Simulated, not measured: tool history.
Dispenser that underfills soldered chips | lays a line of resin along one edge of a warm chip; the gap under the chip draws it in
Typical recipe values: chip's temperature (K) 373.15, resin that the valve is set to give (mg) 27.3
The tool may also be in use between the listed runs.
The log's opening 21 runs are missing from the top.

run	day	chip's temperature (K)	resin that the valve is set to give (mg)	hours of work since the syringe was changed	hours of work since the valve was cleaned	hours of work since the stage was calibrated	time until the resin shows at the far edge (s)	resin that the valve gave (mg)
# day 9.650: new syringe of resin
# day 10.058: new syringe of resin
22	10.092	386.15	25.3	1	72	345	88.3	23.48
# day 10.454: new syringe of resin
23	10.508	384.15	26.2	1	78	351	97.7	24.51
# day 10.871: new syringe of resin
24	11.042	374.15	28.7	3	86	358	137.1	26.28
# day 11.267: new syringe of resin
25	11.617	374.15	28.7	5	95	367	170.4	26.24
# day 11.675: new syringe of resin
# day 12.071: new syringe of resin
26	12.108	374.15	28.7	1	102	374	124.8	25.90
# day 12.471: new syringe of resin
27	12.638	374.15	28.7	3	110	382	142.5	25.88
# day 12.858: new syringe of resin
# day 13.267: new syringe of resin
# day 13.308: dispensing valve cleaned and set on the balance
28	13.308	383.15	34.3	0	0	391	84.8	34.26
# day 13.733: new syringe of resin
29	13.758	377.15	26.9	0	7	398	107.8	26.66
# day 14.142: new syringe of resin
30	14.192	373.15	27.3	1	13	404	128.7	26.90
# day 14.533: new syringe of resin
31	14.838	373.15	27.3	5	23	414	169.6	26.80
# day 14.938: new syringe of resin
32	15.150	360.15	27.0	3	27	418	228.9	26.20
# day 15.371: new syringe of resin
33	15.442	374.15	35.2	1	31	422	121.7	34.23

Alternative continuations, all from the tool just after run 33; predict every row:
# day 15.754: new syringe of resin
A	15.842	369.15	26.2	1	37	428	?	?
# day 15.754: new syringe of resin
B	15.842	368.15	31.4	1	37	428	?	?
# day 15.754: new syringe of resin
C	15.842	373.15	30.5	1	37	428	?	?
# day 15.754: new syringe of resin
D	15.842	373.15	32.7	1	37	428	?	?
# day 15.754: new syringe of resin
E	15.842	384.15	27.3	1	37	428	?	?

run	time until the resin shows at the far edge (s)	resin that the valve gave (mg)
A	149.8	25.38
B	153.2	30.25
C	131.5	29.65
D	129.6	31.63
E	96.3	26.42
Had the tool no hidden state, the same runs would have come out as:
run	time until the resin shows at the far edge (s)	resin that the valve gave (mg)
A	128.8	26.24
B	132.4	31.28
C	113.6	30.66
D	112.1	32.70
E	83.2	27.32
